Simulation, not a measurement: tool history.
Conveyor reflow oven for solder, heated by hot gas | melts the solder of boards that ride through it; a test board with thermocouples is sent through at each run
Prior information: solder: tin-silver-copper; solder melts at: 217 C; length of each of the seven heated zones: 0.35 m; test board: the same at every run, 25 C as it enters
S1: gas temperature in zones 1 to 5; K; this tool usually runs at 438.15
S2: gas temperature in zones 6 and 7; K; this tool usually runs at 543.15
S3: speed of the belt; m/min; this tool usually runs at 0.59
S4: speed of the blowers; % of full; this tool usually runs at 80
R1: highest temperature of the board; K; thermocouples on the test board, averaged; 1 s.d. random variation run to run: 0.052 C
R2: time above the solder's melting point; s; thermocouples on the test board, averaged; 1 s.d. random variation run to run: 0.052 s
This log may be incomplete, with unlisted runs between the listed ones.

run 1 day=0 | S1=438.15 S2=543.15 S3=0.59 S4=80 | R1=530.27 R2=54.66
run 2 day=1.617 | S1=438.15 S2=543.15 S3=0.59 S4=80 | R1=530.22 R2=54.48
run 3 day=2.321 | S1=438.15 S2=543.15 S3=0.59 S4=80 | R1=530.14 R2=54.45
run 4 day=3.371 | S1=438.15 S2=543.15 S3=0.59 S4=56 | R1=522.67 R2=47.88
run 5 day=4.612 | S1=438.15 S2=543.15 S3=0.59 S4=56 | R1=522.66 R2=47.9
-- day=4.921 flux residue cleaned out of gas plates and filters
run 6 day=5.554 | S1=438.15 S2=543.15 S3=0.59 S4=56 | R1=522.33 R2=47.64
run 7 day=6.492 | S1=437.15 S2=543.15 S3=0.55 S4=80 | R1=531.73 R2=59.51
run 8 day=7.904 | S1=438.15 S2=546.15 S3=0.59 S4=52 | R1=523.25 R2=47.76
run 9 day=8.867 | S1=445.15 S2=557.15 S3=0.59 S4=56 | R1=535.81 R2=58.5
run 10 day=10.096 | S1=445.15 S2=557.15 S3=0.59 S4=56 | R1=535.76 R2=58.37

Consider 3 possible next runs. They are alternatives, not a sequence: every one starts from the tool as it was left by run 10. What does each give?
run A day=10.904 | S1=438.15 S2=548.15 S3=0.59 S4=62 | R1=? R2=?
run B day=10.904 | S1=438.15 S2=543.15 S3=0.698 S4=58 | R1=? R2=?
run C day=10.904 | S1=445.15 S2=545.15 S3=0.59 S4=56 | R1=? R2=?

run=A R1=528.84 R2=52.4
run=B R1=515.86 R2=34.23
run=C R1=525.3 R2=51.88
With the hidden condition removed and each run's random variation left untouched, the same runs would have given:
run=A R1=529.29 R2=52.61
run=B R1=516.48 R2=34.78
run=C R1=525.62 R2=52.02
